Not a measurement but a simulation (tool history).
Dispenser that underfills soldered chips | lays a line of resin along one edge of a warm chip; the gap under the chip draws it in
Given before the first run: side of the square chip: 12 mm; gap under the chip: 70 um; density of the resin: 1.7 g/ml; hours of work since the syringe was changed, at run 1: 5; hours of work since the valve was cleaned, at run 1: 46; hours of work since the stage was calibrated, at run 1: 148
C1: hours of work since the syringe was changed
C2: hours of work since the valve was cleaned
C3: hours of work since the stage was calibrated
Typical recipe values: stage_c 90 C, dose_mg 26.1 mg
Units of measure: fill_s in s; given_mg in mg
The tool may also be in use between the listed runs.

run 1 hour=0.0 | stage_c=90 dose_mg=26.1 | C1=5 C2=46 C3=148 | fill_s=144.1 given_mg=25.61
run 2 hour=4.1 | stage_c=90 dose_mg=26.1 | C1=8 C2=49 C3=151 | fill_s=169.1 given_mg=25.38
-- hour=5.5 new syringe of resin
run 3 hour=7.2 | stage_c=98 dose_mg=26.1 | C1=1 C2=51 C3=153 | fill_s=96.6 given_mg=25.41
run 4 hour=12.1 | stage_c=98 dose_mg=26.1 | C1=5 C2=55 C3=157 | fill_s=112.5 given_mg=25.18
run 5 hour=16.0 | stage_c=98 dose_mg=26.1 | C1=8 C2=58 C3=160 | fill_s=131.2 given_mg=25.30
-- hour=17.0 new syringe of resin
run 6 hour=18.9 | stage_c=98 dose_mg=26.1 | C1=1 C2=60 C3=162 | fill_s=96.2 given_mg=25.07
run 7 hour=23.5 | stage_c=98 dose_mg=26.1 | C1=5 C2=63 C3=166 | fill_s=116.9 given_mg=25.24
run 8 hour=25.9 | stage_c=98 dose_mg=26.1 | C1=7 C2=65 C3=167 | fill_s=125.0 given_mg=25.05
-- hour=28.5 new syringe of resin
run 9 hour=30.2 | stage_c=103 dose_mg=29.9 | C1=1 C2=68 C3=171 | fill_s=81.2 given_mg=28.81
run 10 hour=33.1 | stage_c=100 dose_mg=30.4 | C1=4 C2=71 C3=173 | fill_s=98.6 given_mg=29.15
run 11 hour=37.7 | stage_c=102 dose_mg=30.0 | C1=7 C2=74 C3=176 | fill_s=106.6 given_mg=28.72
-- hour=40.0 new syringe of resin
run 12 hour=40.9 | stage_c=102 dose_mg=30.0 | C1=1 C2=77 C3=179 | fill_s=82.4 given_mg=28.72

Consider 4 possible next runs. They are alternatives, not a sequence: every one starts from the tool as it was left by run 12. What does each give?
run A hour=42.9 | stage_c=80 dose_mg=23.3 | C1=2 C2=78 C3=180 | fill_s=? given_mg=?
run B hour=42.9 | stage_c=94 dose_mg=30.7 | C1=2 C2=78 C3=180 | fill_s=? given_mg=?
run C hour=42.9 | stage_c=92 dose_mg=32.5 | C1=2 C2=78 C3=180 | fill_s=? given_mg=?
run D hour=42.9 | stage_c=104 dose_mg=23.4 | C1=2 C2=78 C3=180 | fill_s=? given_mg=?

run=A fill_s=182.8 given_mg=22.12
run=B fill_s=111.7 given_mg=29.26
run=C fill_s=117.9 given_mg=30.97
run=D fill_s=86.4 given_mg=22.33
The same runs, with their run-to-run variation unchanged, on a tool lacking any hidden condition would have given:
run=A fill_s=160.5 given_mg=23.19
run=B fill_s=99.2 given_mg=30.67
run=C fill_s=104.7 given_mg=32.47
run=D fill_s=76.1 given_mg=23.41
